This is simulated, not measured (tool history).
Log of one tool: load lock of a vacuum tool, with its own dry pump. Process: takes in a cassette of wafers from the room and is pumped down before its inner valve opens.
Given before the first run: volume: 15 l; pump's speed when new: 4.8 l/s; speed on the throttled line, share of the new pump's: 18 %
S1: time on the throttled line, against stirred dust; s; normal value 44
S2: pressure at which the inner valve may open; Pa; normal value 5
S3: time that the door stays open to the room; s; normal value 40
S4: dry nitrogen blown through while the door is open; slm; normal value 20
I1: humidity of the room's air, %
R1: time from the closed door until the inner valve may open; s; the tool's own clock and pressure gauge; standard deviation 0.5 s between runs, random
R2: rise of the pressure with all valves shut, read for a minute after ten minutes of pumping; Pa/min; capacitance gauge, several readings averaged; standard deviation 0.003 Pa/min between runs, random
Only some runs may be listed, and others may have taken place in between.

run,day,S1,S2,S3,S4,I1,R1,R2
1,0.000,44,5,40,20,45.4,68.7,0.212
2,12.729,44,5,40,20,44.5,69.9,0.222
3,22.508,44,5,40,20,40.1,68.9,0.220
4,35.983,44,5,40,20,40.2,68.5,0.226
5,47.900,44,5,40,20,47.0,69.0,0.242
6,66.633,44,6,40,20,44.2,68.9,0.253
7,84.038,44,5,40,12,44.4,70.0,0.261
8,101.908,44,5,237,12,41.8,68.7,0.321
9,119.467,44,5,237,12,42.2,69.3,0.336
10,130.533,44,5,237,12,47.4,69.4,0.369
11,141.062,44,5,41,20,47.4,69.7,0.297
12,156.221,44,5,40,20,42.3,69.7,0.309
13,173.133,44,5,40,20,45.1,69.8,0.325
14,189.075,44,5,40,20,45.0,70.5,0.339
15,207.683,44,5,40,20,46.3,70.0,0.349
16,219.712,44,5,40,20,43.0,71.0,0.349
17,239.929,44,5,40,20,46.9,69.5,0.372
18,254.788,44,5,40,20,47.0,70.4,0.372
19,265.158,44,6,40,4,43.9,70.5,0.406
20,283.858,47,5,74,8,47.9,73.4,0.445
21,293.946,47,5,74,8,46.1,72.8,0.434
22,313.175,44,5,40,13,48.2,71.8,0.437
23,333.704,44,9,40,5,46.0,69.5,0.465
24,343.933,44,9,40,5,42.1,69.7,0.468
25,361.125,44,5,40,7,44.8,71.2,0.496
26,381.808,68,4,75,14,43.6,91.4,0.517
27,401.175,68,8,75,14,45.6,89.1,0.529
28,421.979,36,5,40,11,45.5,65.4,0.540
29,435.317,36,6,40,11,45.9,64.0,0.554
30,456.100,36,5,40,7,44.7,66.3,0.579
31,476.521,42,9,26,32,44.6,67.7,0.575
32,488.050,50,6,44,20,40.7,76.4,0.595
# day 501.392: door's seal changed, seat wiped
33,502.171,27,6,44,20,44.3,58.7,0.048
34,518.267,25,7,82,9,46.1,56.3,0.079
35,531.300,62,9,60,4,42.2,85.0,0.075
36,546.912,62,9,60,4,48.4,84.2,0.083

A few steps of R1 between consecutive runs. Split each: what settings, incoming material and random variation would produce without the hidden state, and what is left over for the hidden state, along with gauge scatter present in only one of the two compared results (measured, and without hidden state):
Hidden conditions of the tool in this case: pump's speed, % of a new pump's; leak at the door's seal, Pa l/s; drift of the gauge itself on ready_s, %; drift of the gauge itself on rise_pa_min, %.
Run 25 -> 26: S1 44 -> 68, S2 5 -> 4, S3 40 -> 75, S4 7 -> 14. R1 +20.2 s: hidden state -0.4, all else +20.6.
Run 27 -> 28: S1 68 -> 36, S2 8 -> 5, S3 75 -> 40, S4 14 -> 11. R1 -23.7 s: hidden state +1.4, all else -25.1.
Run 32 -> 33: S1 50 -> 27, door's seal changed, seat wiped. R1 -17.7 s: hidden state +0.8, all else -18.5.
Run 34 -> 35: S1 25 -> 62, S2 7 -> 9, S3 82 -> 60, S4 9 -> 4. R1 +28.7 s: hidden state -1.5, all else +30.2.
